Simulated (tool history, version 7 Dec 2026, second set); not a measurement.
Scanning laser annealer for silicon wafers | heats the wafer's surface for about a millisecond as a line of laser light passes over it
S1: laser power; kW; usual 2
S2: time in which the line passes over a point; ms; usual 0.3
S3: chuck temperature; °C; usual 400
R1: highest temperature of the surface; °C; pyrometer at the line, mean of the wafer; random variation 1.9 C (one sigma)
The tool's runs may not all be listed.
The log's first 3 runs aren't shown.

run   hour     S1     S2   S3    R1
  4   49.2      2    0.3  400  1203
  5   67.2      2    0.3  400  1197
  6   88.7      2    0.3  400  1201
  7  103.4      2    0.3  388  1189
  8  116.2      2    0.3  388  1186
  9  133.9      2    0.3  388  1183
 10  153.1      2    0.3  388  1181
 11  168.6  1.953    0.3  400  1171
 12  180.6      2    0.3  369  1166
 13  203.8      2    0.3  369  1160
 14  218.8      2    0.3  392  1187
 15  235.8      2    0.3  392  1183
 16  255.8      2  0.217  400  1061
 17  267.4      2  0.254  400  1123
 18  281.8      2  0.254  400  1122
 19  291.5      2  0.353  400  1259
 20  304.7      2  0.353  400  1259
 21  326.3  2.053  0.238  402  1120

Forecast run 22:
 22  343.9  1.947  0.225  392   ?

{"run 22": {"R1": 1042}}
Without the tool's hidden state the same run would have given R1 1062 °C.

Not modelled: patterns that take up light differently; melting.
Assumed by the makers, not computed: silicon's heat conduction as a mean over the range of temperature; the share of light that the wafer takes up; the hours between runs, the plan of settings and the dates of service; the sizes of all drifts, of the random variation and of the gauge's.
